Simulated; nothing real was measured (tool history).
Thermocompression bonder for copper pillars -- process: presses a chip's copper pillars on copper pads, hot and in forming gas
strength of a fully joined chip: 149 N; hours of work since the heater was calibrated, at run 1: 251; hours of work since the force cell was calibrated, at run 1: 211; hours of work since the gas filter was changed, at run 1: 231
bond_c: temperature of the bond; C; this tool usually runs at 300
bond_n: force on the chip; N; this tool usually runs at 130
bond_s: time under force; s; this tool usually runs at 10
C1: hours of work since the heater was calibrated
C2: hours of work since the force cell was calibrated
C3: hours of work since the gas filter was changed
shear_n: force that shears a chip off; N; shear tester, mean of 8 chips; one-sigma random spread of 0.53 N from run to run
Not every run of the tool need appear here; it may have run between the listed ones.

Run 1, day 0: usual settings; C1 251; C2 211; C3 231. Result: shear_n 97.5 N.
Run 2, day 0.338: usual settings; C1 257; C2 217; C3 237. Result: shear_n 97.2 N.
Run 3, day 0.717: usual settings; C1 264; C2 224; C3 244. Result: shear_n 97.6 N.
Run 4, day 1.083: usual settings; C1 271; C2 231; C3 251. Result: shear_n 97 N.
Run 5, day 1.388: usual settings; C1 276; C2 236; C3 257. Result: shear_n 98.1 N.
Run 6, day 1.675: usual settings; C1 282; C2 242; C3 262. Result: shear_n 96.2 N.
Run 7, day 2.083: usual settings; C1 289; C2 249; C3 270. Result: shear_n 98 N.
Run 8, day 2.258: usual settings; C1 292; C2 252; C3 273. Result: shear_n 97.1 N.
Run 9, day 2.562: usual settings; C1 298; C2 258; C3 278. Result: shear_n 97.4 N.
Run 10, day 2.775: usual settings but bond_c 314 C; C1 302; C2 262; C3 282. Result: shear_n 111.7 N.
Run 11, day 3.004: usual settings but bond_c 314 C; C1 306; C2 266; C3 286. Result: shear_n 111.5 N.
Run 12, day 3.35: usual settings but bond_c 314 C; C1 313; C2 272; C3 293. Result: shear_n 111 N.
Run 13, day 3.546: usual settings but bond_c 314 C; C1 316; C2 276; C3 296. Result: shear_n 111 N.
Run 14, day 3.938: usual settings but bond_c 314 C; C1 323; C2 283; C3 304. Result: shear_n 111.1 N.
Run 15, day 4.204: usual settings; C1 328; C2 288; C3 309. Result: shear_n 97.4 N.
Run 16, day 4.588: usual settings; C1 335; C2 295; C3 316. Result: shear_n 98 N.
Run 17, day 4.929: usual settings; C1 342; C2 301; C3 322. Result: shear_n 98.1 N.
Run 18, day 5.167: usual settings; C1 346; C2 306; C3 326. Result: shear_n 98.2 N.
Run 19, day 5.388: usual settings but bond_s 11 s; C1 350; C2 310; C3 330. Result: shear_n 100.9 N.
Run 20, day 5.558: usual settings but bond_s 11 s; C1 353; C2 313; C3 333. Result: shear_n 99.5 N.
Run 21, day 5.783: usual settings but bond_s 11 s; C1 357; C2 317; C3 338. Result: shear_n 100.3 N.
Run 22, day 6.15: usual settings but bond_s 11 s; C1 364; C2 324; C3 344. Result: shear_n 99.2 N.
Run 23, day 6.346: usual settings but bond_s 28 s; C1 368; C2 328; C3 348. Result: shear_n 123.3 N.
Run 24, day 6.704: usual settings but bond_c 292 C, bond_n 93 N, bond_s 28 s; C1 374; C2 334; C3 355. Result: shear_n 100.7 N.
Run 25, day 7.067: usual settings but bond_n 163 N, bond_s 16 s; C1 381; C2 341; C3 361. Result: shear_n 117.8 N.
Run 26, day 7.238: usual settings but bond_s 17 s; C1 384; C2 344; C3 364. Result: shear_n 110.5 N.
Run 27, day 7.604: usual settings but bond_c 319 C, bond_n 148 N, bond_s 16 s; C1 391; C2 351; C3 371. Result: shear_n 128.4 N.
Run 28, day 7.962: usual settings but bond_c 273 C, bond_n 99 N, bond_s 8 s; C1 397; C2 357; C3 378. Result: shear_n 53.4 N.
Run 29, day 8.242: usual settings but bond_s 20 s; C1 403; C2 362; C3 383. Result: shear_n 115.9 N.
Run 30, day 8.629: usual settings but bond_s 20 s; C1 410; C2 370; C3 390. Result: shear_n 115.2 N.
Run 31, day 8.958: usual settings but bond_c 288 C, bond_n 87 N; C1 416; C2 376; C3 396. Result: shear_n 66.1 N.
Run 32, day 9.162: usual settings but bond_c 288 C, bond_n 124 N; C1 419; C2 379; C3 400. Result: shear_n 82.1 N.
Run 33, day 9.467: usual settings but bond_c 275 C, bond_n 96 N, bond_s 5 s; C1 425; C2 385; C3 405. Result: shear_n 44.6 N.

Consider 3 possible next runs. They are alternatives, not a sequence: every one starts from the tool as it was left by run 33. What does each give?
Run A, day 9.679: usual settings but bond_c 314 C, bond_n 96 N, bond_s 5 s; C1 429; C2 389; C3 409. Result: shear_n ?.
Run B, day 9.679: usual settings but bond_n 190 N, bond_s 15 s; C1 429; C2 389; C3 409. Result: shear_n ?.
Run C, day 9.679: usual settings but bond_c 322 C; C1 429; C2 389; C3 409. Result: shear_n ?.

run  shear_n
  A     78.7
  B    122.4
  C      117
Had the tool no hidden state, the same runs would have come out as:
run  shear_n
  A     79.6
  B    124.4
  C    118.9
